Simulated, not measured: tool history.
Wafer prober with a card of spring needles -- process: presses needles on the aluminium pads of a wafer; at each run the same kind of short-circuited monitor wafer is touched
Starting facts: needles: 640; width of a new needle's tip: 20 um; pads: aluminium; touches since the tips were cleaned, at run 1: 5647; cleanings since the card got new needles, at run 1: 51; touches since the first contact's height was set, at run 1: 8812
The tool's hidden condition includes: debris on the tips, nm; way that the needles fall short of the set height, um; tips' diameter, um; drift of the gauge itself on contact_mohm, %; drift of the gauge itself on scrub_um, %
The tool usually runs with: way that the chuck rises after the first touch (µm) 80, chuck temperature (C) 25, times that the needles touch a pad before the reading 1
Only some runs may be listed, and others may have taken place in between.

run    hour  way that the chuck rises after the first touch (µm)  chuck temperature (C)  times that the needles touch a pad before the reading  touches since the tips were cleaned  cleanings since the card got new needles  touches since the first contact's height was set  resistance of one needle with its contact and lead (mohm)  way that a needle slides on the pad (µm)
  1       0                                                   80                     25                                                      1                                 5647                                        51                                              8812                                                        257                                     15.67
        3.9  -- tips cleaned on abrasive film
       24.6  -- tips cleaned on abrasive film
       49.6  -- tips cleaned on abrasive film
  2    61.1                                                   80                     25                                                      1                                 3552                                        54                                             27643                                                        259                                     15.75
       74.7  -- tips cleaned on abrasive film
       96.4  -- tips cleaned on abrasive film
  3    98.5                                                   80                     25                                                      3                                  636                                        56                                             39180                                                        260                                     15.75
      120.1  -- tips cleaned on abrasive film
  4   131.1                                                   80                     25                                                      1                                 3408                                        57                                             49271                                                        256                                     15.75
      140.7  -- tips cleaned on abrasive film
      163.9  -- tips cleaned on abrasive film
      185.5  -- tips cleaned on abrasive film
  5   186.2                                                   80                     25                                                      1                                  208                                        60                                             66237                                                        258                                     15.82
      201.1  -- height of the first contact set anew
      209.7  -- tips cleaned on abrasive film
  6   229.6                                                   80                     25                                                      2                                 6164                                        61                                              8804                                                        259                                     15.84
      234.6  -- tips cleaned on abrasive film
      257.1  -- tips cleaned on abrasive film
      279.7  -- tips cleaned on abrasive film
  7   286.8                                                   80                     25                                                      1                                 2207                                        64                                             26445                                                        259                                      15.8
      300.6  -- tips cleaned on abrasive film
      321.8  -- tips cleaned on abrasive film
      344.9  -- tips cleaned on abrasive film
  8   350.5                                                   80                     60                                                      1                                 1740                                        67                                             46100                                                        269                                     15.84
      367.4  -- tips cleaned on abrasive film
      389.7  -- tips cleaned on abrasive film
  9   409.3                                                   80                     25                                                      3                                 6064                                        69                                             64243                                                        261                                     15.89
      414.5  -- tips cleaned on abrasive film
        430  -- height of the first contact set anew
      438.7  -- tips cleaned on abrasive film
 10     445                                                   80                     25                                                      3                                 1944                                        71                                              4598                                                        258                                      15.9
      459.7  -- tips cleaned on abrasive film
      482.8  -- tips cleaned on abrasive film
 11   486.9                                                   80                     25                                                      3                                 1246                                        73                                             17518                                                        257                                     15.94
      505.9  -- tips cleaned on abrasive film
 12   523.1                                                   80                     25                                                      3                                 5358                                        74                                             28734                                                        256                                     15.95
      531.3  -- tips cleaned on abrasive film
        552  -- tips cleaned on abrasive film
 13   555.8                                                   80                     25                                                      3                                 1177                                        76                                             38803                                                        254                                     15.95
        574  -- tips cleaned on abrasive film
      596.7  -- tips cleaned on abrasive film
 14   596.7                                                   80                     25                                                      1                                    0                                        78                                             51405                                                        260                                     15.98
      620.4  -- tips cleaned on abrasive film
      642.8  -- tips cleaned on abrasive film
 15   642.8                                                   80                     25                                                      1                                    0                                        80                                             65621                                                        260                                     15.97
      659.8  -- height of the first contact set anew
        665  -- tips cleaned on abrasive film
 16   678.7                                                   80                     25                                                      2                                 4252                                        81                                              5834                                                        257                                     15.99
      686.6  -- tips cleaned on abrasive film
      710.1  -- tips cleaned on abrasive film
 17   711.5                                                   63                     25                                                      1                                  414                                        83                                             15934                                                        262                                      12.6
      730.9  -- tips cleaned on abrasive film
      753.4  -- tips cleaned on abrasive film
 18   755.1                                                   63                     25                                                      1                                  513                                        85                                             29390                                                        260                                     12.65
      776.2  -- tips cleaned on abrasive film
      800.7  -- tips cleaned on abrasive film
 19   810.7                                                   87                     29                                                      2                                 3109                                        87                                             46562                                                        258                                     17.45
      824.5  -- tips cleaned on abrasive film
 20   840.3                                                   81                     29                                                      2                                 4878                                        88                                             55695                                                        258                                     16.25
      850.1  -- tips cleaned on abrasive film
      872.4  -- tips cleaned on abrasive film
 21   882.6                                                   85                     56                                                      3                                 3155                                        90                                             68753                                                        262                                     17.12
        888  -- height of the first contact set anew
      897.8  -- tips cleaned on abrasive film
      921.8  -- tips cleaned on abrasive film
 22   930.8                                                   63                     25                                                      3                                 2791                                        92                                             13207                                                        262                                      12.7
      944.5  -- gauge calibrated
      944.6  -- tips cleaned on abrasive film
      968.5  -- tips cleaned on abrasive film
 23   979.3                                                   62                     26                                                      3                                 3349                                        94                                             28168                                                        263                                     12.19
      992.8  -- tips cleaned on abrasive film
     1013.8  -- tips cleaned on abrasive film
 24  1013.8                                                   88                     25                                                      3                                    0                                        96                                             38816                                                        258                                     17.29
     1037.4  -- tips cleaned on abrasive film
     1060.4  -- tips cleaned on abrasive film
 25  1071.6                                                   88                     25                                                      3                                 3453                                        98                                             56654                                                        258                                     17.33
     1081.4  -- tips cleaned on abrasive film
       1103  -- tips cleaned on abrasive film
 26    1103                                                   78                     85                                                      2                                    0                                       100                                             66337                                                        277                                     15.38
     1118.3  -- height of the first contact set anew
     1125.7  -- tips cleaned on abrasive film
       1149  -- tips cleaned on abrasive film
 27  1149.2                                                   78                     85                                                      2                                   56                                       102                                              9510                                                        273                                     15.41
     1169.7  -- tips cleaned on abrasive film
 28  1181.7                                                   78                     85                                                      2                                 3718                                       103                                             19530                                                        276                                     15.41
     1192.7  -- tips cleaned on abrasive film
     1213.8  -- tips cleaned on abrasive film
 29  1229.9                                                   78                     85                                                      2                                 5003                                       105                                             34428                                                        273                                      15.4

Each row is a separate what-if for the run after 29, all from the same tool condition, not one after another. Results?
     1235.1  -- tips cleaned on abrasive film
     1258.7  -- tips cleaned on abrasive film
     1280.6  -- tips cleaned on abrasive film
  A  1296.1                                                   80                     25                                                      2                                 4793                                       108                                             54835                                                          ?                                         ?
     1235.1  -- tips cleaned on abrasive film
     1258.7  -- tips cleaned on abrasive film
     1280.6  -- tips cleaned on abrasive film
  B  1296.1                                                   89                     31                                                      1                                 4793                                       108                                             54835                                                          ?                                         ?
     1235.1  -- tips cleaned on abrasive film
     1258.7  -- tips cleaned on abrasive film
     1280.6  -- tips cleaned on abrasive film
  C  1296.1                                                   97                     48                                                      2                                 4793                                       108                                             54835                                                          ?                                         ?
     1235.1  -- tips cleaned on abrasive film
     1258.7  -- tips cleaned on abrasive film
     1280.6  -- tips cleaned on abrasive film
  D  1296.1                                                   86                     41                                                      2                                 4793                                       108                                             54835                                                          ?                                         ?

run  resistance of one needle with its contact and lead (mohm)  way that a needle slides on the pad (µm)
  A                                                        262                                     15.86
  B                                                        262                                     17.62
  C                                                        265                                      19.2
  D                                                        262                                     17.04
What these runs would have given with no unlogged condition in the tool:
run  resistance of one needle with its contact and lead (mohm)  way that a needle slides on the pad (µm)
  A                                                        261                                     15.71
  B                                                        261                                     17.45
  C                                                        264                                     19.01
  D                                                        261                                     16.87
